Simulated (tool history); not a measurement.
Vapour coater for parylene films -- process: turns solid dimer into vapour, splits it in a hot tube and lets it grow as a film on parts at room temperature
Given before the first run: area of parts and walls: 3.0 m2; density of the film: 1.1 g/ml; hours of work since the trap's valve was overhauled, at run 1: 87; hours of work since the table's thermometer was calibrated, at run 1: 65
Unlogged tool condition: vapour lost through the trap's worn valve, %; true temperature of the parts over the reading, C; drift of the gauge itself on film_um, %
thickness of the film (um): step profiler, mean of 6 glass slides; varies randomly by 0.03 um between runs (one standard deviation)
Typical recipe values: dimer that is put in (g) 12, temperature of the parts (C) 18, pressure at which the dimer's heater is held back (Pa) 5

run   hour  dimer that is put in (g)  temperature of the parts (C)  pressure at which the dimer's heater is held back (Pa)  hours of work since the trap's valve was overhauled  hours of work since the table's thermometer was calibrated  thickness of the film (um)
  1      0                        12                            18                                                       5                                                   87                                                          65                        2.65
  2   16.9                        12                            11                                                       5                                                   97                                                          75                        3.32
  3   27.7                        12                            18                                                     4.4                                                  104                                                          82                        2.69
  4   53.1                        14                            18                                                       5                                                  120                                                          98                        3.09
  5   63.8                         7                            18                                                       5                                                  127                                                         105                        1.55
  6   83.8                         7                            18                                                       5                                                  140                                                         118                        1.55
  7  105.7                        12                            18                                                   10.42                                                  154                                                         132                        2.39
  8  131.2                        12                            18                                                   10.42                                                  170                                                         148                        2.36
  9  156.6                        12                            15                                                   10.42                                                  186                                                         164                        2.58
 10  179.2                        12                            15                                                   10.42                                                  200                                                         178                        2.55
       192  -- trap's valve overhauled
 11  194.6                        12                            15                                                   10.42                                                    2                                                         185                        2.47
 12  207.1                        12                            29                                                       5                                                   10                                                         193                        1.74
 13  225.3                        12                            18                                                    2.94                                                   21                                                         205                        2.55
 14  251.2                        12                            18                                                    2.94                                                   38                                                         221                        2.54
 15  262.7                        12                            18                                                       5                                                   45                                                         229                        2.41
     280.8  -- trap's valve overhauled, once more
 16    286                        12                            18                                                       5                                                    3                                                         241                        2.77
 17  308.5                        12                            18                                                       5                                                   18                                                         255                        2.79
 18  321.2                        12                            19                                                       5                                                   26                                                         263                        2.64
 19  334.1                        12                            23                                                       5                                                   34                                                         271                        2.32
 20  357.7                        12                            18                                                       5                                                   49                                                         286                        2.71
 21  377.9                        12                            18                                                       5                                                   62                                                         299                        2.66
 22  399.1                        12                            18                                                       5                                                   75                                                         313                        2.62
 23  420.2                        12                            18                                                       5                                                   88                                                         326                        2.65
 24  443.1                        12                            24                                                    4.78                                                  103                                                         340                        2.18
 25  468.7                        12                            24                                                    4.78                                                  119                                                         357                        2.12
 26  493.5                         5                            15                                                    4.78                                                  135                                                         372                        1.19
 27  519.7                        13                            26                                                       5                                                  151                                                         389                        2.16
 28  541.2                         6                            22                                                       5                                                  165                                                         403                        1.08
 29  558.6                         6                            22                                                       5                                                  176                                                         414                        1.12
 30  574.3                         6                            22                                                       5                                                  186                                                         424                        1.08
 31  594.4                        10                            18                                                       5                                                  199                                                         436                        2.07
     610.3  -- trap's valve overhauled
 32  611.6                        10                            18                                                       5                                                    1                                                         445                        2.24
 33  624.6                        10                            17                                                       5                                                    9                                                         453                         2.3
 34  644.5                        10                            17                                                       5                                                   22                                                         465                        2.35
 35  663.4                        10                            17                                                       5                                                   34                                                         477                        2.33
 36  679.2                        10                            17                                                       5                                                   44                                                         488                        2.26
 37  698.8                        10                            17                                                       5                                                   56                                                         500                        2.27
 38  712.5                         5                            14                                                    7.69                                                   65                                                         509                        1.18
 39  727.4                         5                            14                                                    7.69                                                   74                                                         518                        1.19
 40  740.7                        14                            26                                                    8.55                                                   83                                                         526                        2.21
 41  755.3                        14                            21                                                   11.71                                                   92                                                         536                        2.57
 42  777.8                         6                            16                                                    2.54                                                  106                                                         550                         1.5
 43  803.1                         6                            16                                                    2.54                                                  122                                                         566                        1.47

Describe how what the log doesn't record of the tool's condition differs between the last listed run preceding each entry between runs and the first listed run following it.
From run 10 to run 11: trap's valve overhauled (hour 192)
  vapour lost through the trap's worn valve, %: 9.5 -> 11.9
  what was measured, less what the result would be without the hidden state, thickness of the film (um): -0.27 -> -0.34
From run 15 to run 16: trap's valve overhauled, once more (hour 280.8)
  vapour lost through the trap's worn valve, %: 13.9 -> 0.3; true temperature of the parts over the reading, C: 0.18 -> 0.19
  what was measured, less what the result would be without the hidden state, thickness of the film (um): -0.4 -> -0.02
From run 31 to run 32: trap's valve overhauled (hour 610.3)
  vapour lost through the trap's worn valve, %: 9.6 -> 0.8; true temperature of the parts over the reading, C: 0.39 -> 0.4
  what was measured, less what the result would be without the hidden state, thickness of the film (um): -0.25 -> -0.05
